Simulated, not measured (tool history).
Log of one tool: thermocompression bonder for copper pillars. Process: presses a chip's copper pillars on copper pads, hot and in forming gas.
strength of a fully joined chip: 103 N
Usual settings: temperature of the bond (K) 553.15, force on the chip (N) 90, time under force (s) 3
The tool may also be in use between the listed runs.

run    hour  temperature of the bond (K)  force on the chip (N)  time under force (s)  force that shears a chip off (N)
  1     0.0                       553.15                     90                     3                              48.7
  2    86.9                       553.15                     90                     2                              41.0
  3   123.0                       553.15                     90                     3                              46.9
      175.0  -- forming gas filter changed
  4   183.6                       553.15                     90                     3                              52.7
  5   238.2                       553.15                     90                     3                              51.1
  6   304.7                       553.15                     90                     3                              49.5
  7   363.7                       571.15                     90                     3                              59.1
  8   412.4                       571.15                     90                     3                              57.8
  9   449.9                       535.15                     90                     3                              38.5
 10   487.1                       553.15                     85                     3                              47.2
      501.0  -- forming gas filter changed
 11   551.7                       553.15                     85                     3                              50.4
 12   587.3                       553.15                     85                     3                              50.4
 13   671.1                       553.15                     90                     7                              66.5
 14   708.7                       553.15                     90                     7                              65.2
      767.5  -- heater calibrated with a thermocouple chip
 15   767.5                       553.15                     90                     7                              58.9
 16   814.2                       553.15                     90                     2                              36.7
      824.5  -- forming gas filter changed
 17   882.1                       553.15                     90                     2                              41.5
 18   966.7                       553.15                     90                     2                              41.2
 19  1029.6                       553.15                     90                     2                              39.4
 20  1079.9                       553.15                     90                     3                              44.4
     1150.3  -- forming gas filter changed
 21  1150.3                       537.15                     59                     6                              36.6
 22  1212.8                       537.15                     59                     6                              36.9
 23  1275.4                       537.15                     59                     6                              36.8
 24  1363.1                       582.15                     56                     3                              44.7
 25  1399.8                       525.15                     56                     6                              28.3
 26  1458.4                       533.15                     56                     4                              25.9
     1477.2  -- forming gas filter changed
 27  1526.3                       542.15                    128                     5                              67.2
 28  1603.9                       532.15                     90                     3                              38.1
 29  1684.2                       553.15                     93                     5                              57.7
 30  1719.6                       553.15                     93                     5                              58.8
     1799.5  -- forming gas filter changed
 31  1803.1                       553.15                     93                     5                              62.0
 32  1843.0                       529.15                     94                     7                              54.7
 33  1905.7                       553.15                    117                     3                              61.1
 34  1957.7                       526.15                     90                     3                              36.1
     1996.0  -- heater calibrated with a thermocouple chip
 35  2015.4                       547.15                     62                     3                              28.6
 36  2053.1                       547.15                     62                     3                              28.8
 37  2095.1                       547.15                     62                     3                              28.6
     2122.7  -- forming gas filter changed
 38  2141.5                       528.15                    126                     3                              45.7
 39  2194.8                       582.15                     96                     2                              58.1

3 ways to go on from here, each from the tool as it stands after run 39. What would each give?
  A  2248.1                       534.15                     59                     2                                 ?
  B  2248.1                       531.15                     93                     2                                 ?
  C  2248.1                       582.15                     66                     2                                 ?

run  force that shears a chip off (N)
  A                              19.8
  B                              30.5
  C                              43.2
Without the tool's hidden state the same runs would have given:
run  force that shears a chip off (N)
  A                              21.7
  B                              33.3
  C                              47.0
